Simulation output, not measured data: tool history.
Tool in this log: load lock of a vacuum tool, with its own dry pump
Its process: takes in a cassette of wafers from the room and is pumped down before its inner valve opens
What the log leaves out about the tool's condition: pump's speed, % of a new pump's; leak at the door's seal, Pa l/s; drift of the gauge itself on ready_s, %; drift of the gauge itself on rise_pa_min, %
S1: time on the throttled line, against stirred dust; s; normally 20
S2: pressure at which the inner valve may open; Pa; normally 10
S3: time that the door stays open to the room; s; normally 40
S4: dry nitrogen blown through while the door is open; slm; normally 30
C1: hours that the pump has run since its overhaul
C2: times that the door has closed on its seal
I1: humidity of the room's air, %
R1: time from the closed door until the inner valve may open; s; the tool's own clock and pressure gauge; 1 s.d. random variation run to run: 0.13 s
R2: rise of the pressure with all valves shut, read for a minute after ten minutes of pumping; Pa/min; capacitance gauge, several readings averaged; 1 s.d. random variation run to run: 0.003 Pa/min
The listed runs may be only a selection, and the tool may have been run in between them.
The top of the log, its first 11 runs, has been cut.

run 12 hour=2901.6 | S1=20 S2=10 S3=40 S4=30 | C1=7715 C2=2371 | I1=43.8 | R1=36.4 R2=0.033
run 13 hour=3263.9 | S1=20 S2=10 S3=40 S4=30 | C1=8077 C2=3151 | I1=46.7 | R1=36.5 R2=0.043
run 14 hour=3445.3 | S1=20 S2=10 S3=40 S4=30 | C1=8258 C2=3542 | I1=45.9 | R1=36.5 R2=0.048
run 15 hour=3687.8 | S1=20 S2=10 S3=40 S4=30 | C1=8501 C2=4064 | I1=41.4 | R1=36.5 R2=0.051
run 16 hour=3999 | S1=20 S2=10 S3=40 S4=30 | C1=8812 C2=4734 | I1=44.3 | R1=36.4 R2=0.058
run 17 hour=4305.7 | S1=23 S2=10 S3=40 S4=30 | C1=9119 C2=5394 | I1=43.9 | R1=38.8 R2=0.06
run 18 hour=4625.1 | S1=20 S2=10 S3=151 S4=30 | C1=9438 C2=6082 | I1=48.5 | R1=36.9 R2=0.083
run 19 hour=4983.4 | S1=19 S2=19 S3=104 S4=30 | C1=9797 C2=6853 | I1=45 | R1=34.3 R2=0.087
run 20 hour=5315.4 | S1=19 S2=19 S3=104 S4=30 | C1=10128 C2=7568 | I1=47.4 | R1=34.6 R2=0.093
run 21 hour=5613.6 | S1=20 S2=18 S3=53 S4=19 | C1=10427 C2=8210 | I1=44.5 | R1=35.3 R2=0.106
run 22 hour=5967.8 | S1=20 S2=18 S3=53 S4=19 | C1=10781 C2=8973 | I1=43.2 | R1=35.3 R2=0.115
run 23 hour=6236.3 | S1=20 S2=18 S3=53 S4=19 | C1=11049 C2=9551 | I1=43.7 | R1=35.3 R2=0.117
run 24 hour=6529.3 | S1=19 S2=11 S3=40 S4=30 | C1=11342 C2=10182 | I1=45.3 | R1=35.8 R2=0.118
run 25 hour=6758 | S1=29 S2=11 S3=73 S4=30 | C1=11571 C2=10674 | I1=47.7 | R1=44 R2=0.131
run 26 hour=7038.9 | S1=33 S2=10 S3=40 S4=21 | C1=11852 C2=11279 | I1=45.9 | R1=46.8 R2=0.142
run 27 hour=7226.4 | S1=31 S2=12 S3=173 S4=11 | C1=12040 C2=11683 | I1=43.1 | R1=45.1 R2=0.19
run 28 hour=7488.6 | S1=14 S2=8 S3=128 S4=30 | C1=12302 C2=12247 | I1=44.4 | R1=32.9 R2=0.162
run 29 hour=7746.6 | S1=14 S2=8 S3=128 S4=36 | C1=12560 C2=12803 | I1=46.9 | R1=32.9 R2=0.173
run 30 hour=7980.9 | S1=14 S2=8 S3=128 S4=36 | C1=12794 C2=13307 | I1=40.6 | R1=32.8 R2=0.174
run 31 hour=8151.8 | S1=20 S2=11 S3=165 S4=5 | C1=12965 C2=13675 | I1=49.4 | R1=37 R2=0.273
run 32 hour=8393 | S1=20 S2=19 S3=40 S4=28 | C1=13206 C2=14195 | I1=46.1 | R1=35.4 R2=0.186
run 33 hour=8570.8 | S1=20 S2=19 S3=117 S4=28 | C1=13384 C2=14578 | I1=48 | R1=35.3 R2=0.206
run 34 hour=8753.6 | S1=20 S2=19 S3=117 S4=28 | C1=13567 C2=14971 | I1=47.1 | R1=35.4 R2=0.209
run 35 hour=9003 | S1=20 S2=10 S3=40 S4=29 | C1=13816 C2=15508 | I1=42.3 | R1=37.3 R2=0.203
run 36 hour=9327.9 | S1=10 S2=12 S3=217 S4=20 | C1=14141 C2=16208 | I1=43 | R1=28.8 R2=0.254

Consider 4 possible next runs. They are alternatives, not a sequence: every one starts from the tool as it was left by run 36. What does each give?
run A hour=9516.3 | S1=10 S2=12 S3=217 S4=11 | C1=14329 C2=16613 | I1=43.7 | R1=? R2=?
run B hour=9516.3 | S1=10 S2=16 S3=217 S4=20 | C1=14329 C2=16613 | I1=44.1 | R1=? R2=?
run C hour=9516.3 | S1=20 S2=10 S3=108 S4=30 | C1=14329 C2=16613 | I1=48.4 | R1=? R2=?
run D hour=9516.3 | S1=10 S2=8 S3=40 S4=30 | C1=14329 C2=16613 | I1=43.2 | R1=? R2=?

run=A R1=28.9 R2=0.289
run=B R1=28.4 R2=0.269
run=C R1=37.2 R2=0.237
run=D R1=29.9 R2=0.226
The same runs, with their run-to-run variation unchanged, on a tool lacking any hidden condition would have given:
run=A R1=27.6 R2=0.084
run=B R1=27.2 R2=0.062
run=C R1=36 R2=0.033
run=D R1=28.5 R2=0.022
